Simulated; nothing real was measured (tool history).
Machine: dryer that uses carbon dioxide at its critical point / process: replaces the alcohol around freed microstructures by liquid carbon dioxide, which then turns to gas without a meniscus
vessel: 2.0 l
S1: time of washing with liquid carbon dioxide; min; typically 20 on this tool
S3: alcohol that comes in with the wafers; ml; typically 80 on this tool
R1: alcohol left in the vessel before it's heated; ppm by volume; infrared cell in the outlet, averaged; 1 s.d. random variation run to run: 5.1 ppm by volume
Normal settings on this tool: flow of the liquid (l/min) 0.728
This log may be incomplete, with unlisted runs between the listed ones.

run 1 hour=0.0 | S1=20 flow_of_the_liquid_(l/min)=0.728 S3=80 | R1=130
run 2 hour=31.7 | S1=20 flow_of_the_liquid_(l/min)=0.728 S3=80 | R1=148
run 3 hour=68.0 | S1=17 flow_of_the_liquid_(l/min)=0.728 S3=80 | R1=272
run 4 hour=104.6 | S1=17 flow_of_the_liquid_(l/min)=0.728 S3=80 | R1=277
run 5 hour=134.2 | S1=17 flow_of_the_liquid_(l/min)=0.728 S3=80 | R1=288
run 6 hour=169.2 | S1=17 flow_of_the_liquid_(l/min)=0.728 S3=80 | R1=295
run 7 hour=202.6 | S1=17 flow_of_the_liquid_(l/min)=0.728 S3=80 | R1=296
run 8 hour=236.6 | S1=17 flow_of_the_liquid_(l/min)=0.822 S3=80 | R1=174
run 9 hour=260.1 | S1=17 flow_of_the_liquid_(l/min)=0.822 S3=80 | R1=178
run 10 hour=284.7 | S1=17 flow_of_the_liquid_(l/min)=0.822 S3=80 | R1=186
run 11 hour=311.6 | S1=17 flow_of_the_liquid_(l/min)=0.822 S3=80 | R1=185
run 12 hour=338.2 | S1=17 flow_of_the_liquid_(l/min)=0.822 S3=80 | R1=188
run 13 hour=357.5 | S1=17 flow_of_the_liquid_(l/min)=0.822 S3=80 | R1=200
run 14 hour=383.5 | S1=20 flow_of_the_liquid_(l/min)=0.728 S3=80 | R1=176
-- hour=397.5 inlet filter changed
run 15 hour=409.1 | S1=20 flow_of_the_liquid_(l/min)=0.728 S3=80 | R1=111
run 16 hour=425.5 | S1=20 flow_of_the_liquid_(l/min)=0.728 S3=80 | R1=113
run 17 hour=458.2 | S1=20 flow_of_the_liquid_(l/min)=0.728 S3=80 | R1=111
run 18 hour=491.3 | S1=20 flow_of_the_liquid_(l/min)=0.728 S3=80 | R1=113
run 19 hour=512.8 | S1=20 flow_of_the_liquid_(l/min)=0.728 S3=80 | R1=111
run 20 hour=538.0 | S1=20 flow_of_the_liquid_(l/min)=0.863 S3=80 | R1=74
run 21 hour=571.8 | S1=20 flow_of_the_liquid_(l/min)=0.863 S3=80 | R1=82
run 22 hour=597.7 | S1=20 flow_of_the_liquid_(l/min)=0.863 S3=80 | R1=72
run 23 hour=630.3 | S1=20 flow_of_the_liquid_(l/min)=0.863 S3=80 | R1=72
run 24 hour=661.3 | S1=20 flow_of_the_liquid_(l/min)=0.728 S3=22 | R1=64
run 25 hour=694.8 | S1=20 flow_of_the_liquid_(l/min)=1.146 S3=52 | R1=59
run 26 hour=718.1 | S1=15 flow_of_the_liquid_(l/min)=1.073 S3=27 | R1=66
run 27 hour=753.4 | S1=21 flow_of_the_liquid_(l/min)=0.458 S3=47 | R1=425
run 28 hour=787.5 | S1=19 flow_of_the_liquid_(l/min)=0.681 S3=54 | R1=156
run 29 hour=804.2 | S1=17 flow_of_the_liquid_(l/min)=0.870 S3=80 | R1=125
run 30 hour=839.7 | S1=20 flow_of_the_liquid_(l/min)=0.995 S3=98 | R1=75
run 31 hour=869.6 | S1=20 flow_of_the_liquid_(l/min)=1.159 S3=80 | R1=64
run 32 hour=887.2 | S1=13 flow_of_the_liquid_(l/min)=0.535 S3=84 | R1=2260
run 33 hour=912.2 | S1=13 flow_of_the_liquid_(l/min)=0.535 S3=84 | R1=2272
run 34 hour=929.1 | S1=13 flow_of_the_liquid_(l/min)=0.535 S3=84 | R1=2311
run 35 hour=954.5 | S1=20 flow_of_the_liquid_(l/min)=1.104 S3=114 | R1=74
run 36 hour=979.4 | S1=24 flow_of_the_liquid_(l/min)=1.197 S3=80 | R1=65
run 37 hour=1010.0 | S1=23 flow_of_the_liquid_(l/min)=0.926 S3=31 | R1=65
run 38 hour=1033.7 | S1=23 flow_of_the_liquid_(l/min)=0.926 S3=31 | R1=59
run 39 hour=1056.4 | S1=14 flow_of_the_liquid_(l/min)=0.792 S3=118 | R1=620
run 40 hour=1091.9 | S1=21 flow_of_the_liquid_(l/min)=0.792 S3=53 | R1=95
run 41 hour=1108.6 | S1=13 flow_of_the_liquid_(l/min)=0.636 S3=34 | R1=613
run 42 hour=1144.0 | S1=20 flow_of_the_liquid_(l/min)=0.743 S3=80 | R1=140
run 43 hour=1173.6 | S1=20 flow_of_the_liquid_(l/min)=0.743 S3=80 | R1=157
run 44 hour=1193.6 | S1=28 flow_of_the_liquid_(l/min)=0.728 S3=60 | R1=80
run 45 hour=1214.1 | S1=19 flow_of_the_liquid_(l/min)=1.176 S3=37 | R1=66
run 46 hour=1242.8 | S1=18 flow_of_the_liquid_(l/min)=1.094 S3=37 | R1=75

Some steps in R1 between neighbouring runs. How much of each would the tool show without its hidden state too (settings, what came in, random variation), and how much is left for the hidden state, with any gauge scatter that isn't in both results?
Hidden conditions of the tool in this case: flow that reaches the vessel past the clogged filter, %; alcohol in the recycled carbon dioxide, ppm; drift of the gauge itself on alcohol_ppm, %.
Run 31 -> 32: S1 20 -> 13, flow of the liquid (l/min) 1.159 -> 0.535, S3 80 -> 84. R1 +2196 ppm by volume: hidden state +313, all else +1883.
Run 34 -> 35: S1 13 -> 20, flow of the liquid (l/min) 0.535 -> 1.104, S3 84 -> 114. R1 -2237 ppm by volume: hidden state -345, all else -1892.
Run 38 -> 39: S1 23 -> 14, flow of the liquid (l/min) 0.926 -> 0.792, S3 31 -> 118. R1 +561 ppm by volume: hidden state +164, all else +397.
